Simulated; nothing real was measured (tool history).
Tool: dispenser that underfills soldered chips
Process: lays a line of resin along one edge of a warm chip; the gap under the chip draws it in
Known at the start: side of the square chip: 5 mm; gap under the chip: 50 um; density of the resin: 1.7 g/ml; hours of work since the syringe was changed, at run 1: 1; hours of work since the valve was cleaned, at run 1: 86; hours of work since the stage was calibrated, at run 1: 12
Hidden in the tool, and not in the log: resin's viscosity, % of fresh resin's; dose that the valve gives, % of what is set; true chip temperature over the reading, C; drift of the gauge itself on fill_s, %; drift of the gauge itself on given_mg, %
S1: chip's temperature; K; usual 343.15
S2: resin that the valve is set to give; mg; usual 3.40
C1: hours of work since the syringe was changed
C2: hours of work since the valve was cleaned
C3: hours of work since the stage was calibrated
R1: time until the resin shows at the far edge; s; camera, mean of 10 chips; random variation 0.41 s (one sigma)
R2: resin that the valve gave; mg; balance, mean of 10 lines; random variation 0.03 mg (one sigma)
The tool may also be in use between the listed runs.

{"run": 1, "day": 0.0, "S1": 343.15, "S2": 3.4, "C1": 1, "C2": 86, "C3": 12, "R1": 30.3, "R2": 3.23}
{"run": 2, "day": 0.254, "S1": 343.15, "S2": 3.4, "C1": 5, "C2": 90, "C3": 16, "R1": 35.3, "R2": 3.21}
{"day": 0.321, "done": "new syringe of resin"}
{"run": 3, "day": 0.55, "S1": 343.15, "S2": 3.4, "C1": 4, "C2": 95, "C3": 21, "R1": 32.9, "R2": 3.15}
{"day": 0.7, "done": "new syringe of resin"}
{"run": 4, "day": 0.846, "S1": 343.15, "S2": 4.21, "C1": 2, "C2": 100, "C3": 26, "R1": 29.8, "R2": 3.94}
{"day": 1.071, "done": "new syringe of resin"}
{"run": 5, "day": 1.2, "S1": 343.15, "S2": 4.21, "C1": 2, "C2": 105, "C3": 32, "R1": 30.3, "R2": 3.88}
{"day": 1.275, "done": "dispensing valve cleaned and set on the balance"}
{"day": 1.5, "done": "new syringe of resin"}
{"run": 6, "day": 1.596, "S1": 343.15, "S2": 4.21, "C1": 2, "C2": 5, "C3": 37, "R1": 30.9, "R2": 4.23}
{"run": 7, "day": 1.754, "S1": 343.15, "S2": 4.21, "C1": 4, "C2": 8, "C3": 40, "R1": 34.1, "R2": 4.2}
{"day": 1.896, "done": "new syringe of resin"}
{"run": 8, "day": 2.017, "S1": 343.15, "S2": 4.21, "C1": 2, "C2": 12, "C3": 44, "R1": 29.8, "R2": 4.2}
{"day": 2.288, "done": "new syringe of resin"}
{"run": 9, "day": 2.288, "S1": 343.15, "S2": 3.4, "C1": 0, "C2": 16, "C3": 49, "R1": 28.5, "R2": 3.36}
{"run": 10, "day": 2.571, "S1": 343.15, "S2": 3.4, "C1": 5, "C2": 21, "C3": 53, "R1": 34.2, "R2": 3.34}
{"day": 2.671, "done": "new syringe of resin"}
{"run": 11, "day": 2.858, "S1": 343.15, "S2": 3.93, "C1": 3, "C2": 26, "C3": 58, "R1": 32.8, "R2": 3.85}
{"day": 3.062, "done": "new syringe of resin"}
{"run": 12, "day": 3.221, "S1": 356.15, "S2": 3.61, "C1": 3, "C2": 32, "C3": 64, "R1": 18.9, "R2": 3.54}
{"day": 3.442, "done": "new syringe of resin"}
{"run": 13, "day": 3.446, "S1": 357.15, "S2": 3.67, "C1": 0, "C2": 35, "C3": 68, "R1": 16.9, "R2": 3.56}
{"run": 14, "day": 3.629, "S1": 342.15, "S2": 3.4, "C1": 3, "C2": 38, "C3": 71, "R1": 33.2, "R2": 3.31}
{"day": 3.821, "done": "new syringe of resin"}
{"run": 15, "day": 3.879, "S1": 356.15, "S2": 3.69, "C1": 1, "C2": 42, "C3": 75, "R1": 18.4, "R2": 3.6}
{"run": 16, "day": 4.025, "S1": 356.15, "S2": 3.69, "C1": 3, "C2": 45, "C3": 77, "R1": 19.5, "R2": 3.57}
{"day": 4.217, "done": "new syringe of resin"}
{"run": 17, "day": 4.258, "S1": 348.15, "S2": 3.66, "C1": 1, "C2": 49, "C3": 81, "R1": 24.4, "R2": 3.54}
{"run": 18, "day": 4.525, "S1": 341.15, "S2": 3.96, "C1": 5, "C2": 53, "C3": 85, "R1": 38.3, "R2": 3.85}
{"day": 4.596, "done": "new syringe of resin"}
{"run": 19, "day": 4.692, "S1": 352.15, "S2": 3.76, "C1": 2, "C2": 56, "C3": 88, "R1": 21.6, "R2": 3.63}
{"run": 20, "day": 4.862, "S1": 355.15, "S2": 4.22, "C1": 5, "C2": 59, "C3": 91, "R1": 21.2, "R2": 4.05}
{"day": 4.979, "done": "new syringe of resin"}
{"run": 21, "day": 5.121, "S1": 355.15, "S2": 4.22, "C1": 2, "C2": 63, "C3": 95, "R1": 19.6, "R2": 4.05}
{"run": 22, "day": 5.317, "S1": 355.15, "S2": 4.22, "C1": 6, "C2": 66, "C3": 98, "R1": 21.9, "R2": 4.03}

4 ways to go on from here, each from the tool as it stands after run 22. What would each give?
{"day": 5.354, "done": "new syringe of resin"}
{"run": "A", "day": 5.588, "S1": 339.15, "S2": 4.15, "C1": 4, "C2": 70, "C3": 103, "R1": "?", "R2": "?"}
{"day": 5.354, "done": "new syringe of resin"}
{"run": "B", "day": 5.588, "S1": 340.15, "S2": 3.38, "C1": 4, "C2": 70, "C3": 103, "R1": "?", "R2": "?"}
{"day": 5.354, "done": "new syringe of resin"}
{"run": "C", "day": 5.588, "S1": 355.15, "S2": 4.32, "C1": 4, "C2": 70, "C3": 103, "R1": "?", "R2": "?"}
{"day": 5.354, "done": "new syringe of resin"}
{"run": "D", "day": 5.588, "S1": 335.15, "S2": 4.32, "C1": 4, "C2": 70, "C3": 103, "R1": "?", "R2": "?"}

run=A R1=38.7 R2=3.99
run=B R1=38.1 R2=3.21
run=C R1=21.6 R2=4.12
run=D R1=45.1 R2=4.13
Without the tool's hidden state the same runs would have given:
run=A R1=32.6 R2=4.19
run=B R1=31.9 R2=3.37
run=C R1=18.2 R2=4.33
run=D R1=38.0 R2=4.34
